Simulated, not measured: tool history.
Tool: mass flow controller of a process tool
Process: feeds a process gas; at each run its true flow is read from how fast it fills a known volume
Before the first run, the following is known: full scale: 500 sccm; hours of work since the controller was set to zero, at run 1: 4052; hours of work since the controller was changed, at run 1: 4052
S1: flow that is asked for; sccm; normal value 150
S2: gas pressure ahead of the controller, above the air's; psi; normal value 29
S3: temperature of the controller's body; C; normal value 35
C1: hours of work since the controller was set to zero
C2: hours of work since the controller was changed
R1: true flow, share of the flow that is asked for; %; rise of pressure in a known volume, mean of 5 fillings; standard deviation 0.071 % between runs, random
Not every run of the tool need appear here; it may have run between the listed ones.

Run 1, day 0: usual settings; C1 4052; C2 4052. Result: R1 100.36 %.
Run 2, day 3.754: usual settings; C1 4115; C2 4115. Result: R1 100.37 %.
Run 3, day 10.254: usual settings; C1 4223; C2 4223. Result: R1 100.38 %.
Run 4, day 16.892: usual settings; C1 4334; C2 4334. Result: R1 100.4 %.
Run 5, day 23.4: usual settings; C1 4442; C2 4442. Result: R1 100.33 %.
Run 6, day 27.658: usual settings; C1 4513; C2 4513. Result: R1 100.41 %.
Run 7, day 31.379: usual settings; C1 4576; C2 4576. Result: R1 100.39 %.
Run 8, day 38.288: usual settings; C1 4691; C2 4691. Result: R1 100.37 %.
Run 9, day 45.079: usual settings but S3 22 C; C1 4804; C2 4804. Result: R1 99.81 %.
Run 10, day 51.329: usual settings but S3 22 C; C1 4908; C2 4908. Result: R1 99.72 %.
Run 11, day 56.167: usual settings but S3 22 C; C1 4989; C2 4989. Result: R1 99.62 %.
Run 12, day 60.404: usual settings but S2 33.9 psi; C1 5060; C2 5060. Result: R1 100.54 %.
Run 13, day 63.608: usual settings but S2 33.9 psi; C1 5113; C2 5113. Result: R1 100.62 %.
Run 14, day 70.442: usual settings but S2 33.9 psi; C1 5227; C2 5227. Result: R1 100.36 %.
Run 15, day 75.554: usual settings but S2 33.9 psi; C1 5313; C2 5313. Result: R1 100.56 %.
Run 16, day 81.992: usual settings but S2 33.9 psi, S3 29 C; C1 5420; C2 5420. Result: R1 100.15 %.
Run 17, day 88.208: usual settings but S2 40 psi; C1 5524; C2 5524. Result: R1 100.72 %.
At day 89.938: controller's zero set anew.
Run 18, day 94.625: usual settings but S2 23.1 psi; C1 78; C2 5630. Result: R1 100.05 %.
Run 19, day 98.146: usual settings but S2 23.1 psi, S3 24 C; C1 137; C2 5689. Result: R1 99.51 %.
Run 20, day 104.733: usual settings but S2 23.1 psi, S3 24 C; C1 247; C2 5799. Result: R1 99.61 %.
Run 21, day 110.675: usual settings but S2 23.1 psi, S3 24 C; C1 346; C2 5898. Result: R1 99.59 %.
Run 22, day 117.188: usual settings but S2 23.1 psi, S3 24 C; C1 455; C2 6007. Result: R1 99.63 %.
Run 23, day 120.283: usual settings but S2 21.2 psi; C1 506; C2 6059. Result: R1 100.01 %.
Run 24, day 125.65: usual settings but S2 21.2 psi; C1 596; C2 6148. Result: R1 100.2 %.
Run 25, day 131.183: usual settings but S1 120 sccm, S2 24.9 psi, S3 25 C; C1 688; C2 6240. Result: R1 99.63 %.
Run 26, day 137.525: usual settings but S1 141 sccm, S2 33.5 psi, S3 21 C; C1 794; C2 6346. Result: R1 99.69 %.
Run 27, day 142.467: usual settings but S1 141 sccm, S2 33.5 psi, S3 21 C; C1 876; C2 6429. Result: R1 99.6 %.
Run 28, day 145.354: usual settings but S1 141 sccm, S2 33.5 psi, S3 21 C; C1 925; C2 6477. Result: R1 99.75 %.
Run 29, day 148.6: usual settings but S1 141 sccm, S2 33.5 psi, S3 21 C; C1 979; C2 6531. Result: R1 99.74 %.
At day 152.329: controller exchanged for a calibrated one.
Run 30, day 153.8: usual settings but S2 31.8 psi; C1 25; C2 25. Result: R1 100.39 %.
Run 31, day 158.433: usual settings but S1 56 sccm, S2 31.8 psi, S3 21 C; C1 102; C2 102. Result: R1 99.55 %.
Run 32, day 161.754: usual settings but S2 31.8 psi, S3 21 C; C1 157; C2 157. Result: R1 99.63 %.
Run 33, day 164.696: usual settings but S1 83 sccm, S2 20.3 psi; C1 206; C2 206. Result: R1 100.08 %.
Run 34, day 168.108: usual settings but S1 83 sccm, S2 20.3 psi; C1 263; C2 263. Result: R1 99.97 %.
Run 35, day 174.825: usual settings but S3 32 C; C1 375; C2 375. Result: R1 100.08 %.
Run 36, day 180.296: usual settings but S2 32.9 psi, S3 36 C; C1 467; C2 467. Result: R1 100.47 %.
Run 37, day 183.492: usual settings but S1 128 sccm, S2 32.9 psi, S3 37 C; C1 520; C2 520. Result: R1 100.59 %.
Run 38, day 190.075: usual settings but S1 227 sccm, S2 20.9 psi, S3 23 C; C1 630; C2 630. Result: R1 99.39 %.
Run 39, day 194.296: usual settings but S1 227 sccm, S2 34.4 psi; C1 700; C2 700. Result: R1 100.42 %.
Run 40, day 201.125: usual settings but S1 227 sccm, S2 34.4 psi; C1 814; C2 814. Result: R1 100.62 %.
Run 41, day 206.225: usual settings but S1 227 sccm, S2 34.4 psi; C1 899; C2 899. Result: R1 100.53 %.
Run 42, day 210.017: usual settings but S1 84 sccm, S3 38 C; C1 963; C2 963. Result: R1 100.33 %.
Run 43, day 213.654: usual settings but S1 84 sccm, S3 38 C; C1 1023; C2 1023. Result: R1 100.42 %.
Run 44, day 216.742: usual settings but S2 32.8 psi, S3 30 C; C1 1075; C2 1075. Result: R1 100.24 %.
Run 45, day 223.692: usual settings but S2 20.9 psi, S3 25 C; C1 1191; C2 1191. Result: R1 99.52 %.
Run 46, day 227.996: usual settings but S1 168 sccm, S2 31.5 psi, S3 38 C; C1 1263; C2 1263. Result: R1 100.51 %.
Run 47, day 233.692: usual settings but S1 168 sccm, S2 31.5 psi, S3 38 C; C1 1358; C2 1358. Result: R1 100.55 %.

Hidden state at the last listed run before each entry between runs and at the first one after, where it differs:
Logged between run 17 and run 18: controller's zero set anew (day 89.938)
  flow at rest that the sensor doesn't see, % of full scale: 0.004 -> 0
Logged between run 29 and run 30: controller exchanged for a calibrated one (day 152.329)
  flow at rest that the sensor doesn't see, % of full scale: 0.001 -> 0; true flow over the shown one, %: 0.03 -> 0
